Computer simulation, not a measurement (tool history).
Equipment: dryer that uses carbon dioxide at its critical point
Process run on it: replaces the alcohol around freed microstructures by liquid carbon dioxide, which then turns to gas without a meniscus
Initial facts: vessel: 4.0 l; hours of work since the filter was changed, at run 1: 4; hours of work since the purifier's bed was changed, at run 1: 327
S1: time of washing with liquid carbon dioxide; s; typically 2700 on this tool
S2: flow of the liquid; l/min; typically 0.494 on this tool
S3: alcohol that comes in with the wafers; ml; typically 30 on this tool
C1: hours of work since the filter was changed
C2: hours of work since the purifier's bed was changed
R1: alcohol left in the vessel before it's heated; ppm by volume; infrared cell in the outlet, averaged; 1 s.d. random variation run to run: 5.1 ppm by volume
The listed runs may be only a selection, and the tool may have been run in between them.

| run | day | S1 | S2 | S3 | C1 | C2 | R1 |
|---|---|---|---|---|---|---|---|
| 1 | 0.000 | 2700 | 0.494 | 30 | 4 | 327 | 86 |
| 2 | 2.133 | 2700 | 0.494 | 30 | 28 | 351 | 92 |
| 3 | 3.892 | 2700 | 0.494 | 30 | 48 | 370 | 79 |
| 4 | 5.829 | 2700 | 0.494 | 61 | 69 | 392 | 149 |
| 5 | 6.912 | 2700 | 0.494 | 30 | 81 | 404 | 99 |
| 6 | 8.929 | 1740 | 0.494 | 30 | 104 | 427 | 365 |
| 7 | 10.583 | 1740 | 0.494 | 30 | 122 | 445 | 361 |
| 8 | 12.788 | 1740 | 0.494 | 30 | 147 | 470 | 376 |
| 9 | 14.650 | 1740 | 0.494 | 30 | 168 | 490 | 380 |
| 10 | 15.762 | 1740 | 0.626 | 30 | 180 | 503 | 196 |
| 11 | 17.496 | 2700 | 0.494 | 30 | 199 | 522 | 102 |
| 12 | 19.229 | 2700 | 0.494 | 30 | 219 | 541 | 103 |
| 13 | 20.850 | 2700 | 0.494 | 30 | 237 | 560 | 111 |
| 14 | 22.946 | 2700 | 0.494 | 30 | 260 | 583 | 119 |
| 15 | 24.842 | 1980 | 0.681 | 29 | 281 | 604 | 115 |
| 16 | 26.562 | 4020 | 0.809 | 77 | 301 | 623 | 38 |
| 17 | 28.212 | 2700 | 0.430 | 54 | 319 | 642 | 274 |
| 18 | 30.521 | 1860 | 0.494 | 52 | 345 | 667 | 589 |
| 19 | 32.438 | 1860 | 0.494 | 52 | 366 | 689 | 597 |
| 20 | 34.200 | 3480 | 0.494 | 63 | 386 | 708 | 91 |
|  | 35.596 | purifier's bed changed |
| 21 | 36.442 | 3480 | 0.494 | 63 | 409 | 9 | 41 |
| 22 | 38.408 | 3480 | 0.494 | 63 | 431 | 31 | 53 |
| 23 | 40.517 | 3480 | 0.494 | 63 | 455 | 55 | 58 |
| 24 | 41.888 | 2520 | 0.535 | 96 | 470 | 70 | 264 |
| 25 | 44.000 | 2520 | 0.535 | 96 | 494 | 94 | 278 |
|  | 45.758 | inlet filter changed |
| 26 | 46.304 | 3420 | 0.782 | 75 | 6 | 119 | 14 |
| 27 | 47.612 | 2700 | 0.324 | 115 | 21 | 134 | 1124 |

Here are 3 independent what-if runs from the current tool condition. What would each one return?
| A | 49.942 | 1980 | 0.537 | 59 | 47 | 160 | ? |
| B | 49.942 | 2940 | 0.494 | 35 | 47 | 160 | ? |
| C | 49.942 | 2700 | 0.601 | 21 | 47 | 160 | ? |

| run | R1 |
|---|---|
| A | 319 |
| B | 61 |
| C | 35 |
Stripped of hidden state, with their random variation kept, the same runs would have yielded:
| run | R1 |
|---|---|
| A | 296 |
| B | 48 |
| C | 24 |
